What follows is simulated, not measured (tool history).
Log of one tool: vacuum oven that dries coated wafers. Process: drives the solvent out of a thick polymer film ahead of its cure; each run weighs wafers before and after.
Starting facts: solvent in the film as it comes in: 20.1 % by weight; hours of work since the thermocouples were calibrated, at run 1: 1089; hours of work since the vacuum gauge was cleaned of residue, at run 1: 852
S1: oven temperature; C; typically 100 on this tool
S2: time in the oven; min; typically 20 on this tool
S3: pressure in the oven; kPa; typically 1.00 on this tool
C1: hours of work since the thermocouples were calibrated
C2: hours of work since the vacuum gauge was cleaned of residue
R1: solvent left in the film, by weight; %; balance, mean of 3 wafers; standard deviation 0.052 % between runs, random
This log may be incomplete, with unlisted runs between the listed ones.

{"run": 1, "hour": 0.0, "S1": 100, "S2": 20, "S3": 1.0, "C1": 1089, "C2": 852, "R1": 1.73}
{"run": 2, "hour": 69.7, "S1": 100, "S2": 20, "S3": 1.0, "C1": 1141, "C2": 905, "R1": 1.71}
{"run": 3, "hour": 147.2, "S1": 94, "S2": 20, "S3": 1.0, "C1": 1199, "C2": 962, "R1": 3.23}
{"run": 4, "hour": 222.2, "S1": 94, "S2": 20, "S3": 1.0, "C1": 1255, "C2": 1019, "R1": 3.29}
{"run": 5, "hour": 264.2, "S1": 100, "S2": 20, "S3": 0.87, "C1": 1286, "C2": 1050, "R1": 1.7}
{"run": 6, "hour": 320.8, "S1": 100, "S2": 20, "S3": 1.0, "C1": 1329, "C2": 1092, "R1": 1.83}
{"run": 7, "hour": 390.1, "S1": 100, "S2": 20, "S3": 1.0, "C1": 1381, "C2": 1144, "R1": 1.84}
{"run": 8, "hour": 430.0, "S1": 100, "S2": 20, "S3": 1.0, "C1": 1410, "C2": 1174, "R1": 1.82}
{"run": 9, "hour": 490.3, "S1": 100, "S2": 20, "S3": 1.0, "C1": 1455, "C2": 1219, "R1": 1.8}
{"run": 10, "hour": 535.1, "S1": 100, "S2": 20, "S3": 1.0, "C1": 1489, "C2": 1253, "R1": 1.89}
{"run": 11, "hour": 584.4, "S1": 91, "S2": 20, "S3": 1.0, "C1": 1526, "C2": 1289, "R1": 4.37}
{"run": 12, "hour": 640.5, "S1": 91, "S2": 20, "S3": 1.0, "C1": 1568, "C2": 1331, "R1": 4.43}
{"run": 13, "hour": 696.7, "S1": 91, "S2": 20, "S3": 1.0, "C1": 1610, "C2": 1373, "R1": 4.43}
{"run": 14, "hour": 750.7, "S1": 100, "S2": 20, "S3": 1.0, "C1": 1650, "C2": 1414, "R1": 2.04}
{"run": 15, "hour": 796.1, "S1": 100, "S2": 20, "S3": 1.0, "C1": 1684, "C2": 1448, "R1": 2.0}
{"hour": 821.7, "done": "oven's thermocouples calibrated"}
{"run": 16, "hour": 848.2, "S1": 91, "S2": 20, "S3": 1.0, "C1": 20, "C2": 1485, "R1": 3.88}
{"run": 17, "hour": 921.1, "S1": 91, "S2": 20, "S3": 1.0, "C1": 74, "C2": 1540, "R1": 3.87}
{"run": 18, "hour": 990.8, "S1": 100, "S2": 20, "S3": 0.57, "C1": 126, "C2": 1592, "R1": 1.48}

What will run 19 give?
{"hour": 997.5, "done": "vacuum gauge cleaned of residue and calibrated"}
{"run": 19, "hour": 1037.7, "S1": 101, "S2": 20, "S3": 2.22, "C1": 160, "C2": 30, "R1": "?"}

{"run 19": {"R1": 2.26}}
With no hidden state in the tool, this same run would have given R1 1.81 %.
